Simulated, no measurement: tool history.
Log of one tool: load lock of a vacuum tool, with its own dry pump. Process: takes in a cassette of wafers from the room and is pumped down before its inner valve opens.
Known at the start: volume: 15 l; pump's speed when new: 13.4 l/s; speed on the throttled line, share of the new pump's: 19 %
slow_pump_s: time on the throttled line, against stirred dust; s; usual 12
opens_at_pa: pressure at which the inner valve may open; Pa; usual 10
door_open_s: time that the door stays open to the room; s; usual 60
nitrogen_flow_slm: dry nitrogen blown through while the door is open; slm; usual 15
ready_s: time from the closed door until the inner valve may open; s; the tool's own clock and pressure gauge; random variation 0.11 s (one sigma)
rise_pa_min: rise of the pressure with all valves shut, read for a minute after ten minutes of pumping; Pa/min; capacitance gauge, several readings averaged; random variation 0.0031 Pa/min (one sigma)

run,day,slow_pump_s,opens_at_pa,door_open_s,nitrogen_flow_slm,"incoming humidity of the room's air, %",ready_s,rise_pa_min
1,0.000,12,10,60,15,43.1,20.6,0.284
2,5.208,12,18,60,15,46.6,19.7,0.291
3,11.346,12,18,60,15,48.4,19.5,0.293
4,20.388,16,10,60,15,45.2,23.8,0.304
5,25.067,16,10,60,15,44.1,23.9,0.318
6,36.229,12,10,60,15,46.6,20.2,0.333
7,43.133,12,10,60,15,45.3,20.4,0.340
8,54.200,12,10,60,15,45.8,20.3,0.356
9,60.896,8,10,60,10,45.9,17.3,0.372
10,70.204,9,20,33,15,44.1,17.3,0.357
11,76.525,14,19,49,11,43.7,21.6,0.379
12,81.179,14,19,49,11,46.6,21.4,0.392
13,86.158,14,19,49,11,46.0,21.3,0.398
14,95.192,8,10,222,15,43.7,17.3,0.466
15,100.458,8,10,222,15,47.7,17.5,0.495

Hidden state or all else? Some run-to-run changes of ready_s, split into what the settings, what came in and random variation would give without the hidden state, and what is left for the hidden state (with any gauge scatter that isn't in both results):
The hidden state here: pump's speed, % of a new pump's; leak at the door's seal, Pa l/s; drift of the gauge itself on ready_s, %; drift of the gauge itself on rise_pa_min, %.
Run 1 -> 2: opens_at_pa 10 -> 18. ready_s -0.9 s: hidden state -0.1, all else -0.8.
Run 3 -> 4: slow_pump_s 12 -> 16, opens_at_pa 18 -> 10. ready_s +4.3 s: hidden state +0.0, all else +4.3.

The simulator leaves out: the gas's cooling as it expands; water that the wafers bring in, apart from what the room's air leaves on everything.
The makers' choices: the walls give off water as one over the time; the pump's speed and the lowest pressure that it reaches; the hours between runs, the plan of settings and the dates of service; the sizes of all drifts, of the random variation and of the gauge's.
